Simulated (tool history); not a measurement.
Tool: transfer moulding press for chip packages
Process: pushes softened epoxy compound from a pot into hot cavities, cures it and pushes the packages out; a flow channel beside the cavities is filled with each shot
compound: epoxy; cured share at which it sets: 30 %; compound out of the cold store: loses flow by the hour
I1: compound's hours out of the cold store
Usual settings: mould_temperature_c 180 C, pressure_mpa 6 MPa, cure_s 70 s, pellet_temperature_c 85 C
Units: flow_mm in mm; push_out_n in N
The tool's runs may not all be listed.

Run 1, hour 0: usual settings; I1 47.5. Result: flow_mm 689 mm, push_out_n 437 N.
At hour 5.5: plunger's sealing rings changed.
Run 2, hour 14.3: usual settings; I1 16.9. Result: flow_mm 800 mm, push_out_n 567 N.
At hour 25.2: cavities cleaned with cleaning compound and waxed.
Run 3, hour 26.1: usual settings; I1 26. Result: flow_mm 780 mm, push_out_n 413 N.
Run 4, hour 44.3: usual settings; I1 13.5. Result: flow_mm 803 mm, push_out_n 567 N.
At hour 54.2: cavities cleaned with cleaning compound and waxed.
Run 5, hour 55.3: usual settings but cure_s 106 s; I1 8.9. Result: flow_mm 817 mm, push_out_n 213 N.
Run 6, hour 69.4: usual settings but cure_s 106 s, pellet_temperature_c 78 C; I1 45.9. Result: flow_mm 721 mm, push_out_n 263 N.
Run 7, hour 80.5: usual settings but mould_temperature_c 188 C; I1 31.4. Result: flow_mm 741 mm, push_out_n 369 N.
At hour 84.1: cavities cleaned with cleaning compound and waxed.
Run 8, hour 103.9: usual settings; I1 23.6. Result: flow_mm 773 mm, push_out_n 572 N.
At hour 112.9: cavities cleaned with cleaning compound and waxed.
Run 9, hour 118.4: usual settings but cure_s 74 s; I1 42.8. Result: flow_mm 727 mm, push_out_n 382 N.
Run 10, hour 129.1: usual settings; I1 32.5. Result: flow_mm 750 mm, push_out_n 554 N.
At hour 141.1: mould's thermocouples calibrated.
At hour 143.9: cavities cleaned with cleaning compound and waxed.
Run 11, hour 147.5: usual settings but cure_s 97 s; I1 24.2. Result: flow_mm 766 mm, push_out_n 227 N.
Run 12, hour 157.7: usual settings but cure_s 97 s; I1 10.3. Result: flow_mm 798 mm, push_out_n 261 N.
At hour 172.7: cavities cleaned with cleaning compound and waxed.
Run 13, hour 176.2: usual settings but cure_s 97 s; I1 42.5. Result: flow_mm 717 mm, push_out_n 219 N.
Run 14, hour 192.3: usual settings but cure_s 97 s; I1 11.3. Result: flow_mm 794 mm, push_out_n 293 N.
At hour 200.7: cavities cleaned with cleaning compound and waxed.
Run 15, hour 203.9: usual settings but mould_temperature_c 177 C, pressure_mpa 6.4 MPa, cure_s 63 s, pellet_temperature_c 80 C; I1 20.6. Result: flow_mm 794 mm, push_out_n 669 N.
Run 16, hour 225.6: usual settings but pressure_mpa 4.9 MPa; I1 35.8. Result: flow_mm 652 mm, push_out_n 549 N.
At hour 228.7: cavities cleaned with cleaning compound and waxed.
Run 17, hour 236.1: usual settings but mould_temperature_c 187 C, cure_s 85 s, pellet_temperature_c 82 C; I1 30.4. Result: flow_mm 731 mm, push_out_n 219 N.
Run 18, hour 246.8: usual settings but mould_temperature_c 173 C, pressure_mpa 7.02 MPa; I1 17.2. Result: flow_mm 846 mm, push_out_n 791 N.
At hour 257.3: cavities cleaned with cleaning compound and waxed.
Run 19, hour 270.4: usual settings but mould_temperature_c 173 C, pressure_mpa 7.02 MPa, pellet_temperature_c 84 C; I1 8.2. Result: flow_mm 868 mm, push_out_n 755 N.
At hour 285.3: cavities cleaned with cleaning compound and waxed.
Run 20, hour 285.5: usual settings but mould_temperature_c 173 C, pressure_mpa 7.02 MPa, pellet_temperature_c 84 C; I1 28.3. Result: flow_mm 817 mm, push_out_n 591 N.

Forecast run 21:
Run 21, hour 305.2: usual settings but pressure_mpa 7.15 MPa, cure_s 54 s; I1 32.3. Result: flow_mm ?, push_out_n ?.

flow_mm: 792 mm
push_out_n: 1008 N
Without the tool's hidden state the same run would have given flow_mm 835 mm, push_out_n 699 N.

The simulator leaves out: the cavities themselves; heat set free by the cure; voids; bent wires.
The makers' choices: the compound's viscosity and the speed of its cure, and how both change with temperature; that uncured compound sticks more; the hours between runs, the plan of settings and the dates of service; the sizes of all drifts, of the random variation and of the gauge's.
